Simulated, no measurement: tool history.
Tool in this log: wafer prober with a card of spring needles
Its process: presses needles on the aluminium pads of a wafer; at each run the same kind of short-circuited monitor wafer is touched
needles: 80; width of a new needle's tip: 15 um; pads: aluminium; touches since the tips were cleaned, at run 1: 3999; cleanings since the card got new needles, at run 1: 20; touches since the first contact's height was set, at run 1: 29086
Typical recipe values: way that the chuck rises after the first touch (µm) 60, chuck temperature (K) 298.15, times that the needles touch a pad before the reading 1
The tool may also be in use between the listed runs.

run   hour  way that the chuck rises after the first touch (µm)  chuck temperature (K)  times that the needles touch a pad before the reading  touches since the tips were cleaned  cleanings since the card got new needles  touches since the first contact's height was set  resistance of one needle with its contact and lead (mohm)  way that a needle slides on the pad (µm)
  1    0.0                                                   60                 298.15                                                      1                                 3999                                        20                                             29086                                                        328                                     10.25
      10.9  -- tips cleaned on abrasive film
  2   10.9                                                   60                 298.15                                                      1                                    0                                        21                                             33688                                                        273                                     10.25
  3   18.2                                                   60                 298.15                                                      1                                 3159                                        21                                             36847                                                        323                                     10.25
      31.4  -- tips cleaned on abrasive film
  4   33.9                                                   60                 298.15                                                      1                                 1083                                        22                                             43504                                                        292                                     10.24
  5   44.5                                                   60                 298.15                                                      1                                 5604                                        22                                             48025                                                        340                                     10.23
      51.7  -- tips cleaned on abrasive film
  6   57.0                                                   60                 298.15                                                      1                                 2271                                        23                                             53350                                                        313                                     10.24
  7   66.8                                                   60                 298.15                                                      1                                 6457                                        23                                             57536                                                        343                                     10.23
      71.5  -- tips cleaned on abrasive film
  8   74.0                                                   60                 298.15                                                      1                                 1069                                        24                                             60565                                                        288                                     10.22
  9   81.0                                                   60                 298.15                                                      1                                 4089                                        24                                             63585                                                        332                                     10.24
      91.4  -- tips cleaned on abrasive film
 10   95.2                                                   60                 298.15                                                      1                                 1644                                        25                                             69608                                                        302                                     10.20
 11  101.6                                                   72                 372.15                                                      1                                 4359                                        25                                             72323                                                        326                                     12.27
     111.5  -- tips cleaned on abrasive film
 12  117.2                                                   72                 372.15                                                      1                                 2459                                        26                                             78985                                                        310                                     12.25
 13  125.3                                                   72                 372.15                                                      1                                 5918                                        26                                             82444                                                        334                                     12.21
     131.9  -- tips cleaned on abrasive film
 14  135.9                                                   72                 372.15                                                      1                                 1709                                        27                                             86923                                                        309                                     12.26
 15  147.1                                                   52                 394.15                                                      2                                 6497                                        27                                             91711                                                        348                                      8.84
     152.4  -- tips cleaned on abrasive film
 16  155.4                                                   56                 308.15                                                      2                                 1298                                        28                                             95240                                                        290                                      9.51
 17  166.3                                                   56                 308.15                                                      2                                 5965                                        28                                             99907                                                        321                                      9.49
     173.0  -- tips cleaned on abrasive film
 18  178.6                                                   65                 311.15                                                      1                                 2385                                        29                                            105093                                                        305                                     11.00
 19  191.0                                                   79                 308.15                                                      1                                 7716                                        29                                            110424                                                        318                                     13.48

4 ways to go on from here, each from the tool as it stands after run 19. What would each give?
     193.7  -- tips cleaned on abrasive film
  A  203.9                                                   60                 326.15                                                      1                                 4352                                        30                                            115900                                                          ?                                         ?
     193.7  -- tips cleaned on abrasive film
  B  203.9                                                   50                 298.15                                                      1                                 4352                                        30                                            115900                                                          ?                                         ?
     193.7  -- tips cleaned on abrasive film
  C  203.9                                                   50                 339.15                                                      2                                 4352                                        30                                            115900                                                          ?                                         ?
     193.7  -- tips cleaned on abrasive film
  D  203.9                                                   66                 301.15                                                      2                                 4352                                        30                                            115900                                                          ?                                         ?

run  resistance of one needle with its contact and lead (mohm)  way that a needle slides on the pad (µm)
  A                                                        339                                     10.15
  B                                                        367                                      8.42
  C                                                        332                                      8.46
  D                                                        296                                     11.20
Take away the tool's hidden state, keep each run's random variation, and the runs would have read:
run  resistance of one needle with its contact and lead (mohm)  way that a needle slides on the pad (µm)
  A                                                        270                                     10.26
  B                                                        266                                      8.54
  C                                                        276                                      8.58
  D                                                        260                                     11.31
